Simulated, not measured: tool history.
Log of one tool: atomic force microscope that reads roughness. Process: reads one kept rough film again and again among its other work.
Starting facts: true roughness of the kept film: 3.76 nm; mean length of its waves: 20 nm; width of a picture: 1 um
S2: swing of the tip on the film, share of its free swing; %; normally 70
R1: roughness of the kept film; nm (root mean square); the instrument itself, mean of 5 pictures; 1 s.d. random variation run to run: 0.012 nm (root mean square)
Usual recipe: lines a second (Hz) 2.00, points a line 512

run 1 hour=0.0 | lines_a_second_(Hz)=2.00 S2=70 points_a_line=512 | R1=2.911
run 2 hour=9.1 | lines_a_second_(Hz)=2.00 S2=70 points_a_line=512 | R1=2.890
run 3 hour=21.5 | lines_a_second_(Hz)=2.00 S2=70 points_a_line=512 | R1=2.897
run 4 hour=32.1 | lines_a_second_(Hz)=2.00 S2=70 points_a_line=512 | R1=2.912
run 5 hour=45.4 | lines_a_second_(Hz)=2.00 S2=70 points_a_line=512 | R1=2.897
run 6 hour=56.5 | lines_a_second_(Hz)=2.00 S2=70 points_a_line=512 | R1=2.887
run 7 hour=69.1 | lines_a_second_(Hz)=2.00 S2=70 points_a_line=512 | R1=2.897
-- hour=75.0 new tip fitted
run 8 hour=79.9 | lines_a_second_(Hz)=2.00 S2=70 points_a_line=512 | R1=2.909
run 9 hour=96.0 | lines_a_second_(Hz)=2.00 S2=85 points_a_line=683 | R1=2.666
run 10 hour=112.8 | lines_a_second_(Hz)=2.00 S2=85 points_a_line=683 | R1=2.672
run 11 hour=129.1 | lines_a_second_(Hz)=0.67 S2=70 points_a_line=512 | R1=3.061
run 12 hour=137.5 | lines_a_second_(Hz)=2.00 S2=63 points_a_line=260 | R1=2.905
run 13 hour=146.5 | lines_a_second_(Hz)=2.00 S2=63 points_a_line=260 | R1=2.897
run 14 hour=164.0 | lines_a_second_(Hz)=2.00 S2=75 points_a_line=512 | R1=2.833
run 15 hour=177.4 | lines_a_second_(Hz)=2.00 S2=75 points_a_line=512 | R1=2.825

Here are 4 independent what-if runs from the current tool condition. What would each one return?
run A hour=185.5 | lines_a_second_(Hz)=2.00 S2=81 points_a_line=295 | R1=?
run B hour=185.5 | lines_a_second_(Hz)=0.90 S2=63 points_a_line=357 | R1=?
run C hour=185.5 | lines_a_second_(Hz)=2.00 S2=70 points_a_line=813 | R1=?
run D hour=185.5 | lines_a_second_(Hz)=2.71 S2=65 points_a_line=266 | R1=?

run=A R1=2.685
run=B R1=3.045
run=C R1=2.923
run=D R1=2.829
The same runs, with their run-to-run variation unchanged, on a tool lacking any hidden condition would have given:
run=A R1=2.689
run=B R1=3.050
run=C R1=2.927
run=D R1=2.833
